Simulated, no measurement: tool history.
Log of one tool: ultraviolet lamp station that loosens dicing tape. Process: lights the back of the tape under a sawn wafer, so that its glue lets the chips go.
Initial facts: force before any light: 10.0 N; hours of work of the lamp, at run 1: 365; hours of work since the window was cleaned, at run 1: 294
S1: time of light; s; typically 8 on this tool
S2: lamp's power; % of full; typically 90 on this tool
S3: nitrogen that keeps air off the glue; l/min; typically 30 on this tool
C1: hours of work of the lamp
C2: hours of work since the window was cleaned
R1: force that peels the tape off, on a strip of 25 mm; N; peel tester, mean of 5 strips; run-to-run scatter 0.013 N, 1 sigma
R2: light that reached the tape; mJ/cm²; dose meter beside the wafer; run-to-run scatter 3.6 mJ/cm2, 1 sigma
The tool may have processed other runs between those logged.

run   hour  S1  S2  S3   C1   C2     R1   R2
  1      0   8  90  30  365  294  0.946  478
  2   11.2   8  90  32  371  300  0.934  471
  3   28.8   8  90  30  381  310  0.966  467
  4   40.6   8  90  30  387  316  0.969  468
  5   58.8   8  90  30  397  326  0.994  465
  6   72.4   8  90  30  405  334  1.029  462
  7     87   8  90  30  413  342  0.985  463
  8   97.9   8  90  30  419  348  1.021  460
  9  109.3   8  90  30  425  354  0.997  454
 10    119   8  90  30  431  359  1.029  452
 11  128.7   8  90  30  436  365  1.052  448
 12  146.9   8  90  30  446  375  1.075  447
 13  159.4   8  90  26  453  382   1.17  442
 14    169   8  90  26  458  387  1.222  439
 15  176.8   8  90  26  462  391    1.2  444
 16  195.9   8  90  30  473  402  1.111  443
 17  212.8   8  90  30  482  411  1.119  439
 18  230.8   8  92  30  492  421  1.102  451
 19  240.3   8  90  30  497  426  1.118  429
 20  248.4   8  90  30  502  430   1.12  434
     250.7  -- window cleaned of glue's vapour
 21  259.2   8  90  30  507    5  0.936  484
 22  271.5   9  95  39  514   11  0.593  570
 23  289.4   9  95  39  524   21  0.597  571
 24  305.6   9  95  39  533   30  0.587  573
 25  322.6   9  60  20  542   40   1.97  357
 26  337.7  15  60  55  550   48  0.465  587
 27  349.9  15  60  55  557   55  0.479  590
 28  364.4  15  60  55  565   62  0.469  579
 29  382.8  15  82  23  575   73  0.417  793
 30  400.6   8  74  40  585   82  1.298  376
 31  415.5   6  75  40  593   91  2.007  285
 32  427.2   6  85  12  600   97  2.818  323
 33  444.1   6  85  12  609  106  2.907  316
 34  460.8   6  85  12  618  115  2.866  317
 35  473.2   6  92  48  625  122  1.425  340
 36  482.7  10  89  48  630  128  0.568  544
 37  500.7  10  89  48  640  137  0.584  544
 38  517.9  15  96  15  649  147  0.458  873
 39  528.4   8  93  30  655  153  1.068  446

Measured minus without-hidden-state, run by run (identical run-to-run variation in each term; gauge scatter may differ):
Hidden state present: lamp's light, % of a new lamp's; light that the window lets through, % of a clean one's; drift of the gauge itself on peel_n, %; drift of the gauge itself on dose_mj_cm2, %.
run      R1    R2
  1  +0.354  -127
  2  +0.353  -128
  3  +0.373  -131
  4  +0.377  -134
  5  +0.394  -137
  6  +0.415  -140
  7  +0.404  -144
  8  +0.424  -145
  9  +0.423  -147
 10   +0.44  -146
 11  +0.454  -150
 12   +0.47  -155
 13  +0.518  -154
 14  +0.544  -156
 15   +0.54  -158
 16   +0.51  -164
 17  +0.515  -165
 18  +0.518  -174
 19  +0.534  -169
 20  +0.541  -172
 21  +0.321  -116
 22  +0.187  -139
 23  +0.194  -144
 24  +0.194  -149
 25  +0.643   -96
 26   +0.14  -164
 27  +0.145  -166
 28  +0.149  -168
 29  +0.121  -238
 30  +0.524  -118
 31  +0.736   -90
 32  +0.897  -105
 33  +0.941  -106
 34  +0.946  -109
 35  +0.615  -120
 36  +0.222  -194
 37  +0.237  -200
 38  +0.156  -327
 39    +0.5  -170

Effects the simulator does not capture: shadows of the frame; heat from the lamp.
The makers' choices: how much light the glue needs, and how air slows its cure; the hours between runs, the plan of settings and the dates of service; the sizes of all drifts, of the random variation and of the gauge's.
